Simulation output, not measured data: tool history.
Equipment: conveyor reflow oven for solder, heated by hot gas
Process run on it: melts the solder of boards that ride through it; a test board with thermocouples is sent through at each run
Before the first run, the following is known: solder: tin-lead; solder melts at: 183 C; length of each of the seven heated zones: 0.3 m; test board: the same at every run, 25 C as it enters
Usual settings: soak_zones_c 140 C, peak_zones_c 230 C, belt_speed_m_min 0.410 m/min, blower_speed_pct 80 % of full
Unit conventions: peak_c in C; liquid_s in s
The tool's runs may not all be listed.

run 1 hour=0.0 | soak_zones_c=140 peak_zones_c=230 belt_speed_m_min=0.410 blower_speed_pct=80 | peak_c=215.0 liquid_s=65.7
run 2 hour=23.0 | soak_zones_c=140 peak_zones_c=230 belt_speed_m_min=0.410 blower_speed_pct=80 | peak_c=215.0 liquid_s=65.7
run 3 hour=48.0 | soak_zones_c=140 peak_zones_c=230 belt_speed_m_min=0.410 blower_speed_pct=80 | peak_c=214.9 liquid_s=64.7
run 4 hour=67.8 | soak_zones_c=140 peak_zones_c=230 belt_speed_m_min=0.434 blower_speed_pct=80 | peak_c=213.3 liquid_s=59.0
-- hour=87.9 flux residue cleaned out of gas plates and filters
run 5 hour=101.0 | soak_zones_c=140 peak_zones_c=236 belt_speed_m_min=0.410 blower_speed_pct=80 | peak_c=219.0 liquid_s=68.5
run 6 hour=139.9 | soak_zones_c=140 peak_zones_c=230 belt_speed_m_min=0.410 blower_speed_pct=75 | peak_c=212.5 liquid_s=61.6
run 7 hour=162.1 | soak_zones_c=140 peak_zones_c=230 belt_speed_m_min=0.410 blower_speed_pct=75 | peak_c=212.6 liquid_s=62.2
run 8 hour=181.4 | soak_zones_c=140 peak_zones_c=240 belt_speed_m_min=0.410 blower_speed_pct=80 | peak_c=221.9 liquid_s=70.1
run 9 hour=208.8 | soak_zones_c=140 peak_zones_c=230 belt_speed_m_min=0.428 blower_speed_pct=80 | peak_c=211.0 liquid_s=58.4
run 10 hour=243.9 | soak_zones_c=140 peak_zones_c=230 belt_speed_m_min=0.428 blower_speed_pct=80 | peak_c=211.1 liquid_s=58.4
run 11 hour=283.5 | soak_zones_c=142 peak_zones_c=230 belt_speed_m_min=0.410 blower_speed_pct=80 | peak_c=212.3 liquid_s=62.8
run 12 hour=320.2 | soak_zones_c=142 peak_zones_c=222 belt_speed_m_min=0.410 blower_speed_pct=80 | peak_c=204.9 liquid_s=54.7
-- hour=328.9 flux residue cleaned out of gas plates and filters, once more
run 13 hour=354.2 | soak_zones_c=140 peak_zones_c=230 belt_speed_m_min=0.410 blower_speed_pct=80 | peak_c=216.4 liquid_s=68.2
run 14 hour=391.6 | soak_zones_c=140 peak_zones_c=230 belt_speed_m_min=0.410 blower_speed_pct=80 | peak_c=216.2 liquid_s=67.1
-- hour=430.1 belt drive overhauled, speed set with a stopwatch
run 15 hour=430.1 | soak_zones_c=140 peak_zones_c=230 belt_speed_m_min=0.410 blower_speed_pct=80 | peak_c=215.5 liquid_s=66.2
run 16 hour=465.4 | soak_zones_c=140 peak_zones_c=230 belt_speed_m_min=0.410 blower_speed_pct=80 | peak_c=215.9 liquid_s=66.8
run 17 hour=492.6 | soak_zones_c=140 peak_zones_c=230 belt_speed_m_min=0.368 blower_speed_pct=68 | peak_c=215.8 liquid_s=73.5
run 18 hour=517.5 | soak_zones_c=140 peak_zones_c=230 belt_speed_m_min=0.368 blower_speed_pct=68 | peak_c=214.8 liquid_s=72.8
run 19 hour=538.1 | soak_zones_c=140 peak_zones_c=230 belt_speed_m_min=0.368 blower_speed_pct=68 | peak_c=214.9 liquid_s=73.6
run 20 hour=571.3 | soak_zones_c=140 peak_zones_c=230 belt_speed_m_min=0.368 blower_speed_pct=68 | peak_c=214.5 liquid_s=73.2
run 21 hour=596.6 | soak_zones_c=140 peak_zones_c=230 belt_speed_m_min=0.368 blower_speed_pct=68 | peak_c=215.3 liquid_s=72.7
run 22 hour=623.8 | soak_zones_c=140 peak_zones_c=230 belt_speed_m_min=0.368 blower_speed_pct=68 | peak_c=213.8 liquid_s=73.0
run 23 hour=652.9 | soak_zones_c=140 peak_zones_c=224 belt_speed_m_min=0.441 blower_speed_pct=77 | peak_c=205.8 liquid_s=51.9
run 24 hour=680.9 | soak_zones_c=140 peak_zones_c=230 belt_speed_m_min=0.410 blower_speed_pct=82 | peak_c=213.4 liquid_s=63.7
run 25 hour=705.0 | soak_zones_c=140 peak_zones_c=230 belt_speed_m_min=0.410 blower_speed_pct=82 | peak_c=214.5 liquid_s=65.3
run 26 hour=723.1 | soak_zones_c=140 peak_zones_c=235 belt_speed_m_min=0.438 blower_speed_pct=80 | peak_c=215.6 liquid_s=61.6
-- hour=731.7 flux residue cleaned out of gas plates and filters
run 27 hour=770.1 | soak_zones_c=137 peak_zones_c=230 belt_speed_m_min=0.396 blower_speed_pct=80 | peak_c=216.2 liquid_s=68.0
run 28 hour=804.5 | soak_zones_c=137 peak_zones_c=230 belt_speed_m_min=0.396 blower_speed_pct=80 | peak_c=216.1 liquid_s=67.6
run 29 hour=837.2 | soak_zones_c=140 peak_zones_c=230 belt_speed_m_min=0.410 blower_speed_pct=89 | peak_c=216.4 liquid_s=67.6
run 30 hour=877.3 | soak_zones_c=140 peak_zones_c=230 belt_speed_m_min=0.410 blower_speed_pct=89 | peak_c=215.5 liquid_s=67.2
run 31 hour=919.1 | soak_zones_c=140 peak_zones_c=230 belt_speed_m_min=0.410 blower_speed_pct=89 | peak_c=216.4 liquid_s=67.0

Consider 3 possible next runs. They are alternatives, not a sequence: every one starts from the tool as it was left by run 31. What does each give?
run A hour=940.9 | soak_zones_c=140 peak_zones_c=243 belt_speed_m_min=0.395 blower_speed_pct=59 | peak_c=? liquid_s=?
run B hour=940.9 | soak_zones_c=140 peak_zones_c=222 belt_speed_m_min=0.384 blower_speed_pct=89 | peak_c=? liquid_s=?
run C hour=940.9 | soak_zones_c=148 peak_zones_c=230 belt_speed_m_min=0.359 blower_speed_pct=89 | peak_c=? liquid_s=?

run=A peak_c=220.7 liquid_s=71.8
run=B peak_c=209.9 liquid_s=67.3
run=C peak_c=219.0 liquid_s=84.2
Had the tool no hidden state, the same runs would have come out as:
run=A peak_c=225.5 liquid_s=75.4
run=B peak_c=214.8 liquid_s=72.1
run=C peak_c=223.8 liquid_s=87.4
